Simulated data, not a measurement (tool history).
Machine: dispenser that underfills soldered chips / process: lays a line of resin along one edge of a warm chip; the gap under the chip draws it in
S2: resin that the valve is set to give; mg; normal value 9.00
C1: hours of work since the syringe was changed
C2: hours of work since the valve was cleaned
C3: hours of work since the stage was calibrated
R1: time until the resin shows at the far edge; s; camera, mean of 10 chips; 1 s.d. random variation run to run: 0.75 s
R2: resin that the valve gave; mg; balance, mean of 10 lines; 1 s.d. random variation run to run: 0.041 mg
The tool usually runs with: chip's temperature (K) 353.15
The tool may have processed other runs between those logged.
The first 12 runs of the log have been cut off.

Run 13, hour 41.8: usual settings but S2 8.40 mg; C1 3; C2 53; C3 42. Result: R1 86.6 s, R2 8.29 mg.
Run 14, hour 43.8: usual settings but S2 8.40 mg; C1 5; C2 54; C3 44. Result: R1 95.6 s, R2 8.17 mg.
Run 15, hour 48.2: usual settings but chip's temperature (K) 366.15, S2 8.40 mg; C1 8; C2 58; C3 48. Result: R1 79.0 s, R2 8.17 mg.
At hour 50.4: new syringe of resin.
At hour 52.5: dispensing valve cleaned and set on the balance.
Run 16, hour 52.8: usual settings but chip's temperature (K) 366.15, S2 8.40 mg; C1 1; C2 0; C3 50. Result: R1 46.8 s, R2 8.45 mg.
Run 17, hour 55.5: usual settings but chip's temperature (K) 366.15, S2 8.40 mg; C1 3; C2 2; C3 52. Result: R1 53.9 s, R2 8.37 mg.
Run 18, hour 58.1: usual settings but chip's temperature (K) 366.15, S2 8.40 mg; C1 5; C2 4; C3 54. Result: R1 62.0 s, R2 8.39 mg.
Run 19, hour 60.7: usual settings but chip's temperature (K) 343.15, S2 10.06 mg; C1 7; C2 7; C3 56. Result: R1 155.9 s, R2 10.02 mg.
Run 20, hour 62.9: usual settings but chip's temperature (K) 363.15, S2 8.57 mg; C1 9; C2 8; C3 58. Result: R1 87.2 s, R2 8.60 mg.
At hour 64.0: new syringe of resin.
Run 21, hour 66.1: usual settings but chip's temperature (K) 352.15, S2 8.03 mg; C1 2; C2 11; C3 60. Result: R1 80.2 s, R2 7.96 mg.
Run 22, hour 68.3: usual settings but chip's temperature (K) 352.15, S2 8.03 mg; C1 3; C2 12; C3 62. Result: R1 91.5 s, R2 7.97 mg.
Run 23, hour 71.5: usual settings but chip's temperature (K) 366.15, S2 8.78 mg; C1 6; C2 15; C3 65. Result: R1 65.6 s, R2 8.72 mg.
Run 24, hour 73.5: usual settings but chip's temperature (K) 366.15, S2 8.78 mg; C1 8; C2 16; C3 66. Result: R1 71.7 s, R2 8.70 mg.
At hour 76.7: new syringe of resin.
Run 25, hour 78.0: usual settings but chip's temperature (K) 368.15, S2 7.98 mg; C1 1; C2 20; C3 70. Result: R1 44.1 s, R2 7.94 mg.
Run 26, hour 80.9: usual settings but chip's temperature (K) 363.15, S2 9.74 mg; C1 3; C2 22; C3 72. Result: R1 58.4 s, R2 9.61 mg.
Run 27, hour 83.9: usual settings but chip's temperature (K) 363.15, S2 8.68 mg; C1 6; C2 24; C3 74. Result: R1 69.7 s, R2 8.58 mg.
Run 28, hour 88.0: usual settings but chip's temperature (K) 363.15, S2 8.68 mg; C1 9; C2 28; C3 78. Result: R1 87.0 s, R2 8.53 mg.
At hour 89.4: new syringe of resin.
Run 29, hour 92.7: usual settings but chip's temperature (K) 360.15, S2 8.68 mg; C1 3; C2 31; C3 81. Result: R1 63.0 s, R2 8.59 mg.
Run 30, hour 96.6: usual settings but chip's temperature (K) 366.15, S2 10.66 mg; C1 6; C2 34; C3 84. Result: R1 61.8 s, R2 10.52 mg.
Run 31, hour 99.7: usual settings but chip's temperature (K) 341.15, S2 9.36 mg; C1 8; C2 37; C3 87. Result: R1 178.4 s, R2 9.17 mg.
At hour 102.2: new syringe of resin.
Run 32, hour 103.6: usual settings but chip's temperature (K) 341.15, S2 8.13 mg; C1 1; C2 40; C3 89. Result: R1 117.0 s, R2 7.99 mg.
Run 33, hour 105.6: usual settings but chip's temperature (K) 356.15, S2 10.59 mg; C1 3; C2 41; C3 91. Result: R1 71.9 s, R2 10.40 mg.
Run 34, hour 108.5: usual settings but chip's temperature (K) 347.15, S2 9.50 mg; C1 5; C2 44; C3 93. Result: R1 115.0 s, R2 9.30 mg.
Run 35, hour 112.8: usual settings but chip's temperature (K) 343.15, S2 9.55 mg; C1 8; C2 47; C3 97. Result: R1 168.7 s, R2 9.26 mg.
At hour 114.6: new syringe of resin.
Run 36, hour 115.2: usual settings but chip's temperature (K) 363.15, S2 10.86 mg; C1 0; C2 49; C3 98. Result: R1 48.0 s, R2 10.59 mg.

Below are 5 alternative next runs, each starting from the tool's condition after run 36. Predict each:
Run A, hour 117.4: usual settings but chip's temperature (K) 350.15, S2 11.69 mg; C1 2; C2 50; C3 100. Result: R1 ?, R2 ?.
Run B, hour 117.4: usual settings but S2 7.80 mg; C1 2; C2 50; C3 100. Result: R1 ?, R2 ?.
Run C, hour 117.4: usual settings but chip's temperature (K) 363.15, S2 11.69 mg; C1 2; C2 50; C3 100. Result: R1 ?, R2 ?.
Run D, hour 117.4: usual settings but chip's temperature (K) 352.15, S2 10.75 mg; C1 2; C2 50; C3 100. Result: R1 ?, R2 ?.
Run E, hour 117.4: usual settings but chip's temperature (K) 363.15, S2 10.01 mg; C1 2; C2 50; C3 100. Result: R1 ?, R2 ?.

run    R1     R2
  A  83.7  11.36
  B  81.7   7.59
  C  54.1  11.40
  D  79.0  10.49
  E  53.8   9.73
Without the tool's unlogged condition, the same runs would have read:
run    R1     R2
  A  73.9  11.66
  B  71.7   7.80
  C  47.7  11.71
  D  69.8  10.77
  E  47.3   9.99
